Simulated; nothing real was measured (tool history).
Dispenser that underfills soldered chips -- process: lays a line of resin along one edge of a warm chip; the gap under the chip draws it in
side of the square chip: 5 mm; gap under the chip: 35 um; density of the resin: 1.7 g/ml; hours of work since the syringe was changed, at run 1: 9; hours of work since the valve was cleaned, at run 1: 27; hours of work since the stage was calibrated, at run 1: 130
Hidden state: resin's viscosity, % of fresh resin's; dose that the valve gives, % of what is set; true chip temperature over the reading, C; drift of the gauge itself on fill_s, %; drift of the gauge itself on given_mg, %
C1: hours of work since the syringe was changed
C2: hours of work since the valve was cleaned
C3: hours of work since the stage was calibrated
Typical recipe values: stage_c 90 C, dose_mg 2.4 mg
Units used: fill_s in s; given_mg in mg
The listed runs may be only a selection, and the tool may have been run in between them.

Run 1, hour 0: usual settings; C1 9; C2 27; C3 130. Result: fill_s 84.6 s, given_mg 2.344 mg.
At hour 2.5: new syringe of resin.
Run 2, hour 5.6: usual settings; C1 2; C2 31; C3 134. Result: fill_s 66.9 s, given_mg 2.328 mg.
Run 3, hour 15.1: usual settings; C1 10; C2 38; C3 141. Result: fill_s 91.9 s, given_mg 2.312 mg.
At hour 17: new syringe of resin.
Run 4, hour 21.1: usual settings; C1 3; C2 42; C3 145. Result: fill_s 68.5 s, given_mg 2.314 mg.
At hour 31.4: new syringe of resin.
Run 5, hour 32.2: usual settings; C1 1; C2 50; C3 154. Result: fill_s 61.5 s, given_mg 2.285 mg.
Run 6, hour 42.1: usual settings; C1 8; C2 58; C3 161. Result: fill_s 81.9 s, given_mg 2.26 mg.
At hour 45.8: new syringe of resin.
Run 7, hour 51.2: usual settings but dose_mg 2.26 mg; C1 4; C2 65; C3 168. Result: fill_s 70.5 s, given_mg 2.134 mg.
Run 8, hour 57: usual settings but dose_mg 2.26 mg; C1 8; C2 69; C3 172. Result: fill_s 85.5 s, given_mg 2.127 mg.
At hour 60.5: new syringe of resin.
At hour 61.5: dispensing valve cleaned and set on the balance.
Run 9, hour 67.4: usual settings but dose_mg 2.26 mg; C1 4; C2 4; C3 179. Result: fill_s 71.4 s, given_mg 2.262 mg.
At hour 75.6: new syringe of resin.
Run 10, hour 77.8: usual settings but dose_mg 2.26 mg; C1 2; C2 12; C3 187. Result: fill_s 63.7 s, given_mg 2.227 mg.
Run 11, hour 88.4: usual settings but stage_c 85 C, dose_mg 2.26 mg; C1 10; C2 20; C3 195. Result: fill_s 114.7 s, given_mg 2.222 mg.
At hour 89.6: new syringe of resin.
Run 12, hour 93.2: usual settings but stage_c 85 C, dose_mg 2.26 mg; C1 3; C2 24; C3 198. Result: fill_s 83.1 s, given_mg 2.209 mg.
Run 13, hour 102.9: usual settings but stage_c 92 C; C1 10; C2 31; C3 206. Result: fill_s 80.7 s, given_mg 2.343 mg.
At hour 103.8: new syringe of resin.
Run 14, hour 109.3: usual settings but stage_c 92 C; C1 4; C2 36; C3 210. Result: fill_s 64.1 s, given_mg 2.312 mg.
Run 15, hour 117: usual settings but stage_c 92 C; C1 10; C2 41; C3 216. Result: fill_s 80.4 s, given_mg 2.307 mg.
At hour 118.2: new syringe of resin.
Run 16, hour 125.2: usual settings but stage_c 83 C; C1 5; C2 47; C3 222. Result: fill_s 103.2 s, given_mg 2.313 mg.
At hour 132.5: new syringe of resin.
Run 17, hour 134.2: usual settings; C1 1; C2 54; C3 229. Result: fill_s 61.1 s, given_mg 2.295 mg.
Run 18, hour 142.1: usual settings; C1 7; C2 60; C3 235. Result: fill_s 78.9 s, given_mg 2.275 mg.
At hour 147.3: new syringe of resin.
Run 19, hour 149.1: usual settings but stage_c 103 C, dose_mg 3.01 mg; C1 1; C2 65; C3 240. Result: fill_s 33.4 s, given_mg 2.846 mg.
At hour 158.1: dispensing valve cleaned and set on the balance.
Run 20, hour 160.5: usual settings but stage_c 103 C, dose_mg 3.01 mg; C1 9; C2 2; C3 248. Result: fill_s 46 s, given_mg 3.017 mg.
At hour 162.5: new syringe of resin.
Run 21, hour 169.3: usual settings but stage_c 103 C, dose_mg 3.01 mg; C1 5; C2 8; C3 254. Result: fill_s 39.6 s, given_mg 2.98 mg.
Run 22, hour 174.5: usual settings but stage_c 84 C, dose_mg 3.01 mg; C1 9; C2 12; C3 258. Result: fill_s 113.5 s, given_mg 2.987 mg.
At hour 176.7: new syringe of resin.
Run 23, hour 181.3: usual settings but stage_c 105 C, dose_mg 2.39 mg; C1 3; C2 17; C3 263. Result: fill_s 34.1 s, given_mg 2.353 mg.
Run 24, hour 190.2: usual settings but stage_c 102 C, dose_mg 2.51 mg; C1 10; C2 24; C3 270. Result: fill_s 52.4 s, given_mg 2.458 mg.
At hour 191.5: new syringe of resin.
Run 25, hour 196.5: usual settings but stage_c 104 C, dose_mg 2.19 mg; C1 4; C2 28; C3 274. Result: fill_s 35.3 s, given_mg 2.131 mg.
At hour 205.4: new syringe of resin.
Run 26, hour 207: usual settings but stage_c 104 C, dose_mg 2.47 mg; C1 1; C2 36; C3 282. Result: fill_s 32.5 s, given_mg 2.39 mg.
Run 27, hour 215.6: usual settings but stage_c 91 C, dose_mg 2.56 mg; C1 8; C2 43; C3 288. Result: fill_s 75.3 s, given_mg 2.476 mg.
At hour 219.7: new syringe of resin.
Run 28, hour 223: usual settings but stage_c 93 C, dose_mg 2.1 mg; C1 2; C2 48; C3 294. Result: fill_s 56.9 s, given_mg 2.013 mg.
Run 29, hour 228.7: usual settings but dose_mg 2.47 mg; C1 7; C2 52; C3 298. Result: fill_s 75 s, given_mg 2.339 mg.
At hour 233.7: new syringe of resin.
Run 30, hour 235.8: usual settings but stage_c 93 C, dose_mg 2.82 mg; C1 2; C2 58; C3 303. Result: fill_s 52.5 s, given_mg 2.679 mg.
Run 31, hour 245.4: usual settings but stage_c 79 C, dose_mg 2.14 mg; C1 9; C2 65; C3 311. Result: fill_s 145.4 s, given_mg 2.031 mg.
At hour 247.6: new syringe of resin.
Run 32, hour 252.7: usual settings but stage_c 81 C, dose_mg 2.42 mg; C1 4; C2 70; C3 316. Result: fill_s 104.8 s, given_mg 2.261 mg.

Predict the results of run 33:
At hour 255.1: dispensing valve cleaned and set on the balance.
Run 33, hour 261.9: usual settings but dose_mg 2.87 mg; C1 10; C2 5; C3 322. Result: fill_s ?, given_mg ?.

For run 33 the tool returned fill_s 88.3 s, given_mg 2.863 mg.
Without the tool's hidden state the same run would have given fill_s 58.2 s, given_mg 2.88 mg.
